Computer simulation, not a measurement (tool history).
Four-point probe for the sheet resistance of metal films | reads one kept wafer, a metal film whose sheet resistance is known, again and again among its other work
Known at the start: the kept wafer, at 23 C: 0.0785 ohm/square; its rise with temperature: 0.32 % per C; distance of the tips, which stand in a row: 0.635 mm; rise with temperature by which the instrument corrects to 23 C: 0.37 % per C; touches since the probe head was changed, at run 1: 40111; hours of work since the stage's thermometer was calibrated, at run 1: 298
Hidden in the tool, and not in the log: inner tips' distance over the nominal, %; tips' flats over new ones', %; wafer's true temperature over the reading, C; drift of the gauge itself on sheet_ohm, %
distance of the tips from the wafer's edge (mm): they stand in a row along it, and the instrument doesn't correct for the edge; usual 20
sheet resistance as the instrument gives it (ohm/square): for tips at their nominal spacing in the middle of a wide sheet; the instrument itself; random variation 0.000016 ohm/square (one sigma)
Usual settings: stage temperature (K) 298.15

run   hour  stage temperature (K)  distance of the tips from the wafer's edge (mm)  touches since the probe head was changed  hours of work since the stage's thermometer was calibrated  sheet resistance as the instrument gives it (ohm/square)
  1    0.0                 298.15                                               20                                     40111                                                         298                                                  0.078489
  2   17.3                 298.15                                               20                                     40871                                                         311                                                  0.078500
  3   42.2                 298.15                                               15                                     41968                                                         329                                                  0.078521
  4   61.9                 298.15                                               15                                     42831                                                         343                                                  0.078490
  5   76.3                 298.15                                               20                                     43465                                                         354                                                  0.078478
  6   93.8                 306.15                                               20                                     44235                                                         366                                                  0.078217
  7  114.2                 298.15                                               20                                     45133                                                         381                                                  0.078430
  8  127.3                 298.15                                               20                                     45706                                                         391                                                  0.078469
  9  147.1                 298.15                                               20                                     46576                                                         405                                                  0.078470
 10  164.7                 298.15                                               20                                     47352                                                         418                                                  0.078474
 11  188.9                 298.15                                               20                                     48417                                                         435                                                  0.078442
 12  216.9                 298.15                                               20                                     49646                                                         456                                                  0.078458
 13  239.1                 298.15                                               20                                     50623                                                         472                                                  0.078474
 14  252.0                 298.15                                               20                                     51192                                                         481                                                  0.078480
 15  266.7                 298.15                                               20                                     51834                                                         492                                                  0.078466
 16  279.2                 298.15                                               20                                     52384                                                         501                                                  0.078462
 17  298.1                 298.15                                               20                                     53215                                                         514                                                  0.078475
 18  316.5                 298.15                                               38                                     54025                                                         528                                                  0.078422
 19  342.4                 298.15                                               38                                     55164                                                         547                                                  0.078417
 20  360.7                 298.15                                               38                                     55969                                                         560                                                  0.078457
 21  388.4                 298.15                                               38                                     57185                                                         580                                                  0.078469
 22  412.2                 297.15                                               20                                     58232                                                         597                                                  0.078516
 23  425.4                 297.15                                               20                                     58812                                                         607                                                  0.078513
 24  445.1                 300.15                                               23                                     59679                                                         621                                                  0.078371
 25  471.7                 300.15                                               23                                     60848                                                         640                                                  0.078368
 26  491.9                 304.15                                               24                                     61735                                                         655                                                  0.078278
 27  509.2                 291.15                                               20                                     62499                                                         668                                                  0.078711
 28  526.1                 291.15                                               20                                     63240                                                         680                                                  0.078689
 29  550.4                 291.15                                               20                                     64309                                                         698                                                  0.078691
 30  576.0                 302.15                                                3                                     65434                                                         716                                                  0.080132
 31  591.3                 300.15                                               54                                     66109                                                         727                                                  0.078334
 32  605.9                 300.15                                               54                                     66747                                                         738                                                  0.078390
 33  625.3                 298.15                                               39                                     67603                                                         752                                                  0.078448
 34  640.4                 294.15                                                3                                     68264                                                         763                                                  0.080412
 35  662.0                 298.15                                                4                                     69217                                                         778                                                  0.079476
 36  683.4                 303.15                                                4                                     70155                                                         794                                                  0.079319
 37  709.4                 296.15                                               10                                     71301                                                         813                                                  0.078642
 38  737.6                 296.15                                               10                                     72540                                                         833                                                  0.078645
 39  763.3                 295.15                                               73                                     73667                                                         852                                                  0.078524

Forecast run 40:
 40  774.8                 303.15                                               41                                     74174                                                         860                                                         ?

{"run 40": {"sheet resistance as the instrument gives it (ohm/square)": 0.07824}}
Without the tool's hidden state the same run would have given sheet resistance as the instrument gives it (ohm/square) 0.078252.

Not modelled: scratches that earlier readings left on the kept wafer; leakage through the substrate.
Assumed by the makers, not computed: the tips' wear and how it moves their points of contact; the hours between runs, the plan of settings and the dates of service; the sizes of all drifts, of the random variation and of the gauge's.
